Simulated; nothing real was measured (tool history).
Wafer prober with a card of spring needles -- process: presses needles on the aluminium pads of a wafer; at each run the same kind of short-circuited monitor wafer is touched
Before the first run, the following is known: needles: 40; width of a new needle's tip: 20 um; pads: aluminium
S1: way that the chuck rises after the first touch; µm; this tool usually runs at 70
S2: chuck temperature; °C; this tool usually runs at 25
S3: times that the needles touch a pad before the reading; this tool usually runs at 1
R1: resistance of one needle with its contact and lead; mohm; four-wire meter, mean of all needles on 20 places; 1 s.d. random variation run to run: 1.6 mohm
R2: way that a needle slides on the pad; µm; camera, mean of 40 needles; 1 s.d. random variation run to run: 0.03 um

run,hour,S1,S2,S3,R1,R2
1,0,70,25,1,195,17.47
# hour 7.7: tips cleaned on abrasive film
# hour 37.6: tips cleaned on abrasive film
# hour 66.9: tips cleaned on abrasive film
2,77.5,70,25,1,186,17.44
# hour 94.6: tips cleaned on abrasive film
# hour 121.8: tips cleaned on abrasive film
3,133.9,70,25,1,185,17.39
# hour 141.6: height of the first contact set anew
# hour 153.5: tips cleaned on abrasive film
4,171,70,25,1,188,17.78
# hour 182.5: tips cleaned on abrasive film
# hour 211.6: tips cleaned on abrasive film
5,227.1,70,25,1,188,17.71
# hour 242.3: tips cleaned on abrasive film
# hour 269.8: tips cleaned on abrasive film
# hour 300.8: tips cleaned on abrasive film
6,306.5,70,25,1,172,17.63
# hour 331.2: tips cleaned on abrasive film
# hour 360.4: tips cleaned on abrasive film
7,364.3,70,25,1,168,17.6
# hour 390.8: tips cleaned on abrasive film
8,399,70,25,1,175,17.57
# hour 422.1: tips cleaned on abrasive film
# hour 449.6: tips cleaned on abrasive film
# hour 479.2: tips cleaned on abrasive film
9,479.2,70,25,1,161,17.55
# hour 509: tips cleaned on abrasive film
# hour 537.6: tips cleaned on abrasive film
10,561.7,70,25,1,197,17.47
# hour 566.1: tips cleaned on abrasive film
# hour 598.5: tips cleaned on abrasive film
11,610.5,70,25,1,186,17.43
# hour 628.7: tips cleaned on abrasive film
# hour 658.1: tips cleaned on abrasive film
# hour 674.7: height of the first contact set anew
12,677.6,70,25,1,193,17.77
# hour 687.8: tips cleaned on abrasive film
# hour 716.8: tips cleaned on abrasive film
13,726.2,70,25,1,183,17.79
# hour 744.2: tips cleaned on abrasive film
# hour 773.6: tips cleaned on abrasive film
14,790.2,70,25,1,190,17.66
# hour 805.1: tips cleaned on abrasive film
# hour 836.2: tips cleaned on abrasive film
# hour 867.5: tips cleaned on abrasive film
15,868.5,70,25,1,162,17.65
# hour 896.7: tips cleaned on abrasive film
# hour 927.2: tips cleaned on abrasive film
16,945.7,70,111,1,208,17.59
# hour 957.6: tips cleaned on abrasive film
# hour 985.3: tips cleaned on abrasive film
17,987.7,73,38,1,170,18.3
# hour 1016.2: tips cleaned on abrasive film
18,1027.3,73,64,1,189,18.33
# hour 1046.5: tips cleaned on abrasive film
# hour 1074.9: tips cleaned on abrasive film
19,1074.9,73,64,1,165,18.29
# hour 1102.8: tips cleaned on abrasive film
20,1113.3,73,64,1,184,18.25
# hour 1130.4: tips cleaned on abrasive film
21,1147.2,73,64,1,197,18.17
# hour 1159.3: tips cleaned on abrasive film
# hour 1188.5: tips cleaned on abrasive film
22,1202.3,74,88,1,191,18.38
# hour 1213.6: height of the first contact set anew
# hour 1217.9: tips cleaned on abrasive film
# hour 1247.7: tips cleaned on abrasive film
# hour 1274.4: tips cleaned on abrasive film
23,1281,74,88,1,183,18.79
# hour 1303.2: tips cleaned on abrasive film
# hour 1331.7: tips cleaned on abrasive film
24,1342.8,74,88,1,189,18.7
# hour 1361.6: tips cleaned on abrasive film
# hour 1389: tips cleaned on abrasive film
25,1398.9,68,55,1,188,17.18
# hour 1416.5: tips cleaned on abrasive film
# hour 1447.1: tips cleaned on abrasive film
26,1457,88,116,1,188,22.17
# hour 1474.1: tips cleaned on abrasive film
# hour 1503.9: tips cleaned on abrasive film
27,1519,67,116,2,192,16.83
# hour 1533.3: tips cleaned on abrasive film
28,1553.6,59,98,3,191,14.72
# hour 1564.1: tips cleaned on abrasive film
# hour 1592.4: tips cleaned on abrasive film
# hour 1619.9: tips cleaned on abrasive film
29,1627.8,59,33,3,168,14.66

4 options for the next run, each taken on its own from the tool as it stands now. Forecast them:
# hour 1652: tips cleaned on abrasive film
# hour 1679.3: tips cleaned on abrasive film
A,1698.4,84,25,2,?,?
# hour 1652: tips cleaned on abrasive film
# hour 1679.3: tips cleaned on abrasive film
B,1698.4,76,33,3,?,?
# hour 1652: tips cleaned on abrasive film
# hour 1679.3: tips cleaned on abrasive film
C,1698.4,83,55,1,?,?
# hour 1652: tips cleaned on abrasive film
# hour 1679.3: tips cleaned on abrasive film
D,1698.4,67,32,3,?,?

run,R1,R2
A,170,20.96
B,170,18.95
C,185,20.66
D,172,16.68
Without the tool's hidden state the same runs would have given:
run,R1,R2
A,150,21.31
B,155,19.31
C,155,21.02
D,154,17.04
